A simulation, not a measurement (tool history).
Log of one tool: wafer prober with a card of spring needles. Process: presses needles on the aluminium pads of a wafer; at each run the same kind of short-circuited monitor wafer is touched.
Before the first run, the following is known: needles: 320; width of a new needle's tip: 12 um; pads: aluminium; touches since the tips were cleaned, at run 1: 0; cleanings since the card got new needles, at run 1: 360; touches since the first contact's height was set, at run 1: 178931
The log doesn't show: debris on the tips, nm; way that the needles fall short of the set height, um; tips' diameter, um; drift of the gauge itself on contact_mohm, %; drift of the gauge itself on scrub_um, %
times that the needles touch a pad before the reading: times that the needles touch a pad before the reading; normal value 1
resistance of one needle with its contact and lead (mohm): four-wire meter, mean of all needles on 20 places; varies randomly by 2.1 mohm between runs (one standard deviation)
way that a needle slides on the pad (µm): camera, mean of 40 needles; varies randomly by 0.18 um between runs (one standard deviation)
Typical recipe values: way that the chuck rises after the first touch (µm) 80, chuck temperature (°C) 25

run,day,way that the chuck rises after the first touch (µm),chuck temperature (°C),times that the needles touch a pad before the reading,touches since the tips were cleaned,cleanings since the card got new needles,touches since the first contact's height was set,resistance of one needle with its contact and lead (mohm),way that a needle slides on the pad (µm)
1,0.000,80,25,1,0,360,178931,242,20.00
# day 0.254: tips cleaned on abrasive film
# day 0.458: tips cleaned on abrasive film
# day 0.717: tips cleaned on abrasive film
# day 0.929: height of the first contact set anew
# day 0.983: tips cleaned on abrasive film
# day 1.188: tips cleaned on abrasive film
# day 1.392: tips cleaned on abrasive film
# day 1.600: tips cleaned on abrasive film
# day 1.804: tips cleaned on abrasive film
# day 2.058: tips cleaned on abrasive film
# day 2.312: tips cleaned on abrasive film
# day 2.571: tips cleaned on abrasive film
# day 2.825: tips cleaned on abrasive film
# day 3.079: tips cleaned on abrasive film
2,3.133,95,25,1,605,373,24890,243,22.73
# day 3.288: tips cleaned on abrasive film
# day 3.492: tips cleaned on abrasive film
# day 3.746: tips cleaned on abrasive film
# day 3.954: tips cleaned on abrasive film
# day 4.158: tips cleaned on abrasive film
# day 4.362: tips cleaned on abrasive film
# day 4.617: tips cleaned on abrasive film
# day 4.825: tips cleaned on abrasive film
# day 5.029: tips cleaned on abrasive film
3,5.167,95,25,1,1595,382,47885,248,22.30
# day 5.271: tips cleaned on abrasive film
# day 5.475: tips cleaned on abrasive film
# day 5.683: tips cleaned on abrasive film
# day 5.938: tips cleaned on abrasive film
# day 6.142: tips cleaned on abrasive film
# day 6.346: tips cleaned on abrasive film
# day 6.600: tips cleaned on abrasive film
# day 6.808: tips cleaned on abrasive film
# day 7.012: tips cleaned on abrasive film
# day 7.217: tips cleaned on abrasive film
# day 7.471: tips cleaned on abrasive film
# day 7.679: tips cleaned on abrasive film
# day 7.883: tips cleaned on abrasive film
# day 8.138: tips cleaned on abrasive film
# day 8.342: tips cleaned on abrasive film
4,8.446,95,25,1,1204,397,84938,245,22.13
# day 8.550: tips cleaned on abrasive film
# day 8.808: tips cleaned on abrasive film
# day 9.012: tips cleaned on abrasive film
# day 9.267: tips cleaned on abrasive film
# day 9.521: tips cleaned on abrasive film
# day 9.729: tips cleaned on abrasive film
# day 9.983: tips cleaned on abrasive film
# day 10.188: tips cleaned on abrasive film
5,10.200,95,25,1,156,405,104750,241,21.88
# day 10.404: tips cleaned on abrasive film
# day 10.612: tips cleaned on abrasive film
# day 10.817: tips cleaned on abrasive film
# day 10.879: height of the first contact set anew, once more
# day 11.033: tips cleaned on abrasive film
# day 11.288: tips cleaned on abrasive film
# day 11.546: tips cleaned on abrasive film
6,11.688,80,25,1,1632,411,9149,247,21.79
# day 11.792: tips cleaned on abrasive film
# day 12.292: card fitted with new needles
# day 12.546: tips cleaned on abrasive film
# day 12.750: tips cleaned on abrasive film
# day 12.954: tips cleaned on abrasive film
# day 13.212: tips cleaned on abrasive film
# day 13.467: tips cleaned on abrasive film
# day 13.721: tips cleaned on abrasive film
# day 13.975: tips cleaned on abrasive film
7,14.079,80,25,1,1177,7,20257,236,21.37
# day 14.183: tips cleaned on abrasive film
# day 14.438: tips cleaned on abrasive film
# day 14.642: tips cleaned on abrasive film
# day 14.896: tips cleaned on abrasive film
# day 15.104: tips cleaned on abrasive film
# day 15.308: tips cleaned on abrasive film
# day 15.512: tips cleaned on abrasive film
# day 15.767: tips cleaned on abrasive film
# day 16.025: tips cleaned on abrasive film
# day 16.279: tips cleaned on abrasive film
# day 16.533: tips cleaned on abrasive film
# day 16.788: tips cleaned on abrasive film
8,16.812,80,25,1,284,19,51172,237,21.78
# day 17.021: tips cleaned on abrasive film
# day 17.225: tips cleaned on abrasive film
# day 17.429: tips cleaned on abrasive film
# day 17.633: tips cleaned on abrasive film
# day 17.888: tips cleaned on abrasive film
# day 18.146: tips cleaned on abrasive film
# day 18.400: tips cleaned on abrasive film
# day 18.604: tips cleaned on abrasive film
# day 18.808: tips cleaned on abrasive film
# day 19.067: tips cleaned on abrasive film
# day 19.271: tips cleaned on abrasive film
# day 19.525: tips cleaned on abrasive film
# day 19.729: tips cleaned on abrasive film
9,19.871,100,67,2,1605,32,85735,249,26.63
# day 19.975: tips cleaned on abrasive film
# day 20.229: tips cleaned on abrasive film
# day 20.483: tips cleaned on abrasive film
# day 20.742: tips cleaned on abrasive film
# day 20.946: tips cleaned on abrasive film
# day 21.150: tips cleaned on abrasive film
# day 21.404: tips cleaned on abrasive film
# day 21.608: tips cleaned on abrasive film
10,21.762,90,79,3,1755,40,107150,251,23.59
# day 21.817: tips cleaned on abrasive film
# day 22.021: tips cleaned on abrasive film
# day 22.225: tips cleaned on abrasive film
# day 22.433: tips cleaned on abrasive film
# day 22.688: tips cleaned on abrasive film
# day 22.942: tips cleaned on abrasive film
# day 23.196: tips cleaned on abrasive film
# day 23.404: tips cleaned on abrasive film
# day 23.658: tips cleaned on abrasive film
# day 23.912: tips cleaned on abrasive film
# day 24.167: tips cleaned on abrasive film
11,24.217,80,30,1,539,51,134862,237,20.79
# day 24.421: tips cleaned on abrasive film
# day 24.625: tips cleaned on abrasive film
# day 24.829: tips cleaned on abrasive film
# day 25.038: tips cleaned on abrasive film
# day 25.292: tips cleaned on abrasive film
# day 25.496: tips cleaned on abrasive film
# day 25.750: tips cleaned on abrasive film
# day 25.954: tips cleaned on abrasive film
# day 26.162: tips cleaned on abrasive film
# day 26.417: tips cleaned on abrasive film
# day 26.621: tips cleaned on abrasive film
# day 26.838: tips cleaned on abrasive film
12,26.838,80,81,1,0,63,164460,249,20.45
# day 27.092: tips cleaned on abrasive film
# day 27.296: tips cleaned on abrasive film
# day 27.550: tips cleaned on abrasive film
# day 27.754: tips cleaned on abrasive film
# day 28.012: tips cleaned on abrasive film
# day 28.217: tips cleaned on abrasive film
# day 28.471: tips cleaned on abrasive film
# day 28.675: tips cleaned on abrasive film
# day 28.933: tips cleaned on abrasive film
# day 29.046: height of the first contact set anew
# day 29.200: tips cleaned on abrasive film
# day 29.404: tips cleaned on abrasive film
13,29.550,81,40,1,1682,74,5729,241,22.10
# day 29.654: tips cleaned on abrasive film
# day 29.862: tips cleaned on abrasive film
# day 30.067: tips cleaned on abrasive film
# day 30.271: tips cleaned on abrasive film
# day 30.525: tips cleaned on abrasive film
# day 30.729: tips cleaned on abrasive film
# day 30.988: tips cleaned on abrasive film
# day 31.192: tips cleaned on abrasive film
14,31.279,95,29,1,1021,82,25252,235,25.49
# day 31.433: tips cleaned on abrasive film
# day 31.638: tips cleaned on abrasive film
# day 31.846: tips cleaned on abrasive film
# day 32.050: tips cleaned on abrasive film
# day 32.304: tips cleaned on abrasive film
# day 32.508: tips cleaned on abrasive film
# day 32.767: tips cleaned on abrasive film
# day 32.971: tips cleaned on abrasive film
# day 33.175: tips cleaned on abrasive film
# day 33.379: tips cleaned on abrasive film
# day 33.583: tips cleaned on abrasive film
# day 33.842: tips cleaned on abrasive film
# day 34.096: tips cleaned on abrasive film
# day 34.350: tips cleaned on abrasive film
15,34.533,77,82,1,2085,96,62030,255,20.50
# day 34.588: tips cleaned on abrasive film
# day 34.842: tips cleaned on abrasive film
# day 35.096: tips cleaned on abrasive film
# day 35.300: tips cleaned on abrasive film
# day 35.558: tips cleaned on abrasive film
# day 35.762: tips cleaned on abrasive film
# day 36.017: tips cleaned on abrasive film
# day 36.221: tips cleaned on abrasive film
# day 36.429: tips cleaned on abrasive film
16,36.571,77,115,3,1657,105,85081,258,20.15

Alternative continuations, all from the tool just after run 16; predict every row:
# day 36.675: tips cleaned on abrasive film
# day 36.879: tips cleaned on abrasive film
# day 37.088: tips cleaned on abrasive film
# day 37.292: tips cleaned on abrasive film
# day 37.496: tips cleaned on abrasive film
# day 37.700: tips cleaned on abrasive film
# day 37.958: tips cleaned on abrasive film
# day 38.212: tips cleaned on abrasive film
# day 38.467: tips cleaned on abrasive film
# day 38.721: tips cleaned on abrasive film
A,38.879,93,121,3,1794,115,111161,?,?
# day 36.675: tips cleaned on abrasive film
# day 36.879: tips cleaned on abrasive film
# day 37.088: tips cleaned on abrasive film
# day 37.292: tips cleaned on abrasive film
# day 37.496: tips cleaned on abrasive film
# day 37.700: tips cleaned on abrasive film
# day 37.958: tips cleaned on abrasive film
# day 38.212: tips cleaned on abrasive film
# day 38.467: tips cleaned on abrasive film
# day 38.721: tips cleaned on abrasive film
B,38.879,97,37,2,1794,115,111161,?,?
# day 36.675: tips cleaned on abrasive film
# day 36.879: tips cleaned on abrasive film
# day 37.088: tips cleaned on abrasive film
# day 37.292: tips cleaned on abrasive film
# day 37.496: tips cleaned on abrasive film
# day 37.700: tips cleaned on abrasive film
# day 37.958: tips cleaned on abrasive film
# day 38.212: tips cleaned on abrasive film
# day 38.467: tips cleaned on abrasive film
# day 38.721: tips cleaned on abrasive film
C,38.879,77,115,2,1794,115,111161,?,?
# day 36.675: tips cleaned on abrasive film
# day 36.879: tips cleaned on abrasive film
# day 37.088: tips cleaned on abrasive film
# day 37.292: tips cleaned on abrasive film
# day 37.496: tips cleaned on abrasive film
# day 37.700: tips cleaned on abrasive film
# day 37.958: tips cleaned on abrasive film
# day 38.212: tips cleaned on abrasive film
# day 38.467: tips cleaned on abrasive film
# day 38.721: tips cleaned on abrasive film
D,38.879,89,43,3,1794,115,111161,?,?
# day 36.675: tips cleaned on abrasive film
# day 36.879: tips cleaned on abrasive film
# day 37.088: tips cleaned on abrasive film
# day 37.292: tips cleaned on abrasive film
# day 37.496: tips cleaned on abrasive film
# day 37.700: tips cleaned on abrasive film
# day 37.958: tips cleaned on abrasive film
# day 38.212: tips cleaned on abrasive film
# day 38.467: tips cleaned on abrasive film
# day 38.721: tips cleaned on abrasive film
E,38.879,77,115,1,1794,115,111161,?,?

run,resistance of one needle with its contact and lead (mohm),way that a needle slides on the pad (µm)
A,260,24.51
B,242,25.28
C,263,20.18
D,244,23.19
E,266,19.95
What these runs would have given with no unlogged condition in the tool:
run,resistance of one needle with its contact and lead (mohm),way that a needle slides on the pad (µm)
A,260,25.58
B,241,26.33
C,259,21.25
D,242,24.25
E,260,21.02
